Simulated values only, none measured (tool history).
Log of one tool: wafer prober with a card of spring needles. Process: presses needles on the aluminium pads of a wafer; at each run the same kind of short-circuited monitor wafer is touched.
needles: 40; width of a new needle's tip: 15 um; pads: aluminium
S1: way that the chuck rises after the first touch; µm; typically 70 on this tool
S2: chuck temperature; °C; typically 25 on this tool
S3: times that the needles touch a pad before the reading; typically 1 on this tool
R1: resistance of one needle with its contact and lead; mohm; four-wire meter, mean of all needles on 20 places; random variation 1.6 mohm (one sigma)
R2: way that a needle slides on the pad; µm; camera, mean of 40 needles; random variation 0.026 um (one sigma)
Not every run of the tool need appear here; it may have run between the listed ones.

| run | hour | S1 | S2 | S3 | R1 | R2 |
|---|---|---|---|---|---|---|
| 1 | 0.0 | 70 | 25 | 1 | 207 | 9.60 |
| 2 | 20.6 | 70 | 25 | 1 | 327 | 9.59 |
|  | 33.4 | tips cleaned on abrasive film |
| 3 | 58.0 | 70 | 25 | 1 | 321 | 9.60 |
|  | 73.8 | tips cleaned on abrasive film |
| 4 | 81.9 | 70 | 25 | 1 | 244 | 9.62 |
|  | 112.7 | tips cleaned on abrasive film |
| 5 | 112.7 | 70 | 46 | 1 | 164 | 9.54 |
| 6 | 143.1 | 70 | 46 | 1 | 334 | 9.59 |
|  | 152.5 | tips cleaned on abrasive film |
| 7 | 173.8 | 70 | 46 | 1 | 319 | 9.56 |
|  | 194.0 | tips cleaned on abrasive film |
| 8 | 194.6 | 70 | 46 | 1 | 176 | 9.62 |
| 9 | 213.8 | 70 | 46 | 1 | 315 | 9.53 |
|  | 233.7 | tips cleaned on abrasive film |
| 10 | 250.0 | 70 | 46 | 1 | 293 | 9.58 |
| 11 | 270.5 | 70 | 25 | 1 | 340 | 9.56 |
|  | 273.9 | tips cleaned on abrasive film |
| 12 | 310.8 | 70 | 25 | 2 | 267 | 9.48 |
|  | 313.6 | tips cleaned on abrasive film |
| 13 | 348.2 | 70 | 25 | 2 | 262 | 9.57 |
|  | 352.2 | tips cleaned on abrasive film |
| 14 | 390.3 | 70 | 25 | 2 | 266 | 9.53 |
|  | 394.0 | tips cleaned on abrasive film |
| 15 | 425.1 | 70 | 25 | 2 | 258 | 9.53 |
|  | 434.3 | tips cleaned on abrasive film |
| 16 | 469.5 | 70 | 103 | 2 | 267 | 9.50 |
|  | 473.2 | tips cleaned on abrasive film |
| 17 | 496.6 | 70 | 25 | 1 | 327 | 9.49 |
|  | 514.9 | tips cleaned on abrasive film |
| 18 | 518.6 | 65 | 33 | 2 | 193 | 8.83 |
| 19 | 544.5 | 70 | 50 | 3 | 216 | 9.48 |
|  | 553.4 | tips cleaned on abrasive film |
| 20 | 569.2 | 86 | 80 | 2 | 214 | 11.63 |
|  | 594.4 | tips cleaned on abrasive film |
| 21 | 595.3 | 76 | 103 | 1 | 182 | 10.31 |
| 22 | 624.3 | 70 | 56 | 2 | 262 | 9.49 |
|  | 634.9 | tips cleaned on abrasive film |
| 23 | 642.9 | 70 | 56 | 2 | 216 | 9.49 |
|  | 675.6 | tips cleaned on abrasive film |
| 24 | 676.4 | 70 | 56 | 2 | 172 | 9.48 |
| 25 | 701.2 | 70 | 56 | 2 | 256 | 9.49 |
|  | 715.9 | tips cleaned on abrasive film |
| 26 | 742.1 | 70 | 56 | 2 | 263 | 9.51 |
|  | 758.1 | tips cleaned on abrasive film |
| 27 | 781.5 | 70 | 51 | 1 | 326 | 9.48 |
|  | 797.6 | tips cleaned on abrasive film |
| 28 | 805.9 | 78 | 60 | 1 | 236 | 10.60 |
|  | 837.6 | tips cleaned on abrasive film |
| 29 | 841.3 | 78 | 60 | 1 | 202 | 10.51 |
| 30 | 861.3 | 70 | 46 | 1 | 323 | 9.47 |
|  | 876.2 | tips cleaned on abrasive film |
| 31 | 882.6 | 61 | 46 | 3 | 201 | 8.23 |
| 32 | 905.9 | 64 | 119 | 2 | 287 | 8.67 |
|  | 915.4 | tips cleaned on abrasive film |
| 33 | 950.1 | 64 | 119 | 2 | 293 | 8.62 |
|  | 957.8 | tips cleaned on abrasive film |
| 34 | 972.7 | 64 | 119 | 2 | 262 | 8.63 |

A few steps of R1 between consecutive runs. Split each: what settings, incoming material and random variation would produce without the hidden state, and what is left over for the hidden state, along with gauge scatter present in only one of the two compared results (measured, and without hidden state):
What the log doesn't record here: debris on the tips, nm; way that the needles fall short of the set height, um; tips' diameter, um; drift of the gauge itself on contact_mohm, %; drift of the gauge itself on scrub_um, %.
Run 5 -> 6: settings left as they were, no log entry in between. R1 +170 mohm: hidden state +168, all else +2.
Run 7 -> 8: tips cleaned on abrasive film. R1 -143 mohm: hidden state -142, all else -1.
Run 8 -> 9: settings left as they were, no log entry in between. R1 +139 mohm: hidden state +138, all else +1.

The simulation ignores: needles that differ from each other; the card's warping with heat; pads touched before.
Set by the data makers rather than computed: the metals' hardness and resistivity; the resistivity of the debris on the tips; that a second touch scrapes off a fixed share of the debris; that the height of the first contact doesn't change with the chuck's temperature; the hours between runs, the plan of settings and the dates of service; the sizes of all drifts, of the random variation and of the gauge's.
